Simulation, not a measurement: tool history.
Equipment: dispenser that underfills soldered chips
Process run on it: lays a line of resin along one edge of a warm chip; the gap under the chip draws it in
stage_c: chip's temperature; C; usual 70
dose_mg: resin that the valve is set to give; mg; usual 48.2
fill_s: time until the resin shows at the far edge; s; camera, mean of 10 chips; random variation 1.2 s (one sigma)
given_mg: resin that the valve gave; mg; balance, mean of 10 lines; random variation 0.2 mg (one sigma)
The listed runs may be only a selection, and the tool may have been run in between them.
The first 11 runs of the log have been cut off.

run   hour  stage_c  dose_mg  hours of work since the syringe was changed  hours of work since the valve was cleaned  hours of work since the stage was calibrated  fill_s  given_mg
     112.5  -- new syringe of resin
 12  116.7       67     48.2                                            3                                         72                                           214   164.8     45.74
 13  123.8       70     47.2                                            8                                         77                                           219   225.8     44.23
     125.5  -- new syringe of resin
 14  134.7       70     47.2                                            6                                         85                                           226   206.4     44.32
     138.6  -- new syringe of resin
 15    142       70     47.2                                            2                                         89                                           231   139.4        44
       151  -- new syringe of resin
 16    153       70     47.2                                            1                                         97                                           238   129.2     43.42
 17  160.6       70     47.2                                            7                                        102                                           243   202.8     43.46
     163.2  -- new syringe of resin
 18  168.9       64     48.2                                            4                                        107                                           249   201.6     43.94
     175.8  -- new syringe of resin
     176.8  -- dispensing valve cleaned and set on the balance
 19  177.8       64     48.2                                            1                                          1                                           254   146.4      48.1
 20  187.9       85       49                                            8                                          8                                           261   128.5      48.8
     189.4  -- new syringe of resin
 21  198.2       85       49                                            6                                         15                                           268   113.8     48.26
     201.5  -- new syringe of resin
 22  210.6       71     44.5                                            6                                         23                                           276   190.7     43.72
     214.6  -- new syringe of resin
 23  224.8       71     44.5                                            7                                         32                                           286   206.8     43.33
     227.1  -- new syringe of resin
     239.5  -- new syringe of resin
 24  239.5       63     48.2                                            0                                         42                                           296   143.2      46.7
     252.2  -- new syringe of resin
 25  253.2       63     48.2                                            1                                         51                                           305   156.2     45.91
 26  260.6       72     48.2                                            6                                         56                                           310     173     45.82
     264.6  -- new syringe of resin
 27  268.7       72     48.2                                            3                                         62                                           315   131.3     45.54
     277.7  -- new syringe of resin
 28  283.6       77     55.6                                            4                                         72                                           325   122.2      51.9
     289.9  -- new syringe of resin
 29  296.3       69     48.2                                            4                                         80                                           334   166.4     44.68
     302.8  -- new syringe of resin
 30    313       69     48.2                                            7                                         92                                           345   219.1     44.66
     315.3  -- new syringe of resin
 31  324.4       70     46.5                                            6                                         99                                           353   194.6     42.44
     328.1  -- new syringe of resin
 32  336.1       75       43                                            5                                        107                                           361   163.1     39.22
     340.3  -- new syringe of resin
     344.9  -- dispensing valve cleaned and set on the balance
 33  345.5       84     58.5                                            3                                          0                                           366    86.4     58.21
     353.4  -- new syringe of resin
 34  358.9       57       58                                            4                                          9                                           375     240     57.23

Alternative continuations, all from the tool just after run 34; predict every row:
     366.7  -- new syringe of resin
  A  375.9       56     58.8                                            6                                         21                                           387       ?         ?
     366.7  -- new syringe of resin
  B  375.9       57     55.5                                            6                                         21                                           387       ?         ?
     366.7  -- new syringe of resin
  C  375.9       65     53.6                                            6                                         21                                           387       ?         ?
     366.7  -- new syringe of resin
  D  375.9       70     44.4                                            6                                         21                                           387       ?         ?

run  fill_s  given_mg
  A   327.5     57.65
  B   318.3     54.66
  C     229     52.64
  D   201.5     43.82
With the hidden condition removed and each run's random variation left untouched, the same runs would have given:
run  fill_s  given_mg
  A   191.4      58.7
  B     186     55.65
  C   133.2      53.6
  D   116.9     44.61
